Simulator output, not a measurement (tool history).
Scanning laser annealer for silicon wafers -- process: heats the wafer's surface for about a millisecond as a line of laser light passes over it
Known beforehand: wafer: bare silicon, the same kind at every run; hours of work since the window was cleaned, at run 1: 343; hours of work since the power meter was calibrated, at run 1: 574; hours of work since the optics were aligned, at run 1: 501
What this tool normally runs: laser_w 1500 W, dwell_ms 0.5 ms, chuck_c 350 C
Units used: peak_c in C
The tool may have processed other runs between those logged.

run,hour,laser_w,dwell_ms,chuck_c,hours of work since the window was cleaned,hours of work since the power meter was calibrated,hours of work since the optics were aligned,peak_c
1,0,1500,0.5,350,343,574,501,1129
2,27,1500,0.5,350,360,591,517,1129
3,69.2,1500,0.5,350,386,617,544,1132
4,89.3,1500,0.5,350,399,630,556,1130
5,115.8,1500,0.5,350,415,646,573,1126
6,137.4,1500,0.5,350,428,660,586,1130
7,177.5,1500,0.424,350,453,685,611,1060
8,218.4,1500,0.424,350,479,710,636,1057
9,256.9,1500,0.424,350,503,734,660,1053
10,296.1,1500,0.5,350,527,758,685,1117
11,324.3,1500,0.5,350,545,776,702,1115
12,359.5,1500,0.5,350,566,798,724,1114
13,382.9,1500,0.5,350,581,812,739,1117
14,407.2,1500,0.5,350,596,827,754,1116
15,439.4,1500,0.5,350,616,847,774,1113
16,458.9,1500,0.48,350,628,860,786,1095
17,486.6,1500,0.48,333,645,877,803,1079
# hour 496.6: optics aligned, line set to its width
18,510.9,1500,0.48,333,657,889,9,1092
19,541.8,1500,0.48,333,677,908,28,1090
20,563.7,1500,0.48,333,690,922,42,1088
21,607.1,1500,0.48,333,717,949,69,1084
22,641.9,1500,0.451,369,739,970,90,1098
23,673.2,1500,0.451,369,758,990,110,1095
24,704.2,1500,0.451,369,778,1009,129,1096
25,743.5,1435,0.587,350,802,1033,153,1144
# hour 775.1: window over the wafer cleaned
26,784,1435,0.407,322,6,1057,177,1005
27,816.4,1479,0.436,359,26,1077,198,1091
28,846,1479,0.436,351,44,1096,216,1081
29,881.7,1479,0.436,351,66,1118,238,1080
30,926.1,1386,0.546,350,94,1146,266,1114
31,955.7,1386,0.546,350,112,1164,284,1117
32,986.5,1341,0.374,362,131,1183,303,966
33,1007.1,1341,0.374,362,144,1196,316,958
34,1045.4,1279,0.5,350,168,1220,340,1017
35,1081.7,1392,0.5,385,191,1242,362,1113
36,1115,1480,0.607,377,211,1263,383,1233
37,1150.7,1480,0.607,377,233,1285,405,1230
38,1186.9,1520,0.533,370,256,1308,428,1191
39,1231.4,1635,0.589,339,284,1335,455,1268
40,1250.6,1362,0.584,339,296,1347,467,1104

Selected run-to-run steps in peak_c, each split into two signed amounts: the part the tool would show with no hidden state at all (from settings, incoming material and random variation), and the remainder, which goes to the hidden state together with any gauge scatter not common to the measured and the hidden-state-free results:
Hidden state at play: light that passes the window, % of a clean one's; laser's true power over the reading, %; width of the line over the set one, %; drift of the gauge itself on peak_c, C.
Run 17 -> 18: optics aligned, line set to its width. peak_c +13 C: hidden state +13, all else +0.
Run 25 -> 26: dwell_ms 0.587 -> 0.407, chuck_c 350 -> 322, window over the wafer cleaned. peak_c -139 C: hidden state +39, all else -178.
Run 31 -> 32: laser_w 1386 -> 1341, dwell_ms 0.546 -> 0.374, chuck_c 350 -> 362. peak_c -151 C: hidden state +3, all else -154.
Run 38 -> 39: laser_w 1520 -> 1635, dwell_ms 0.533 -> 0.589, chuck_c 370 -> 339. peak_c +77 C: hidden state -7, all else +84.
Run 39 -> 40: laser_w 1635 -> 1362, dwell_ms 0.589 -> 0.584. peak_c -164 C: hidden state +7, all else -171.
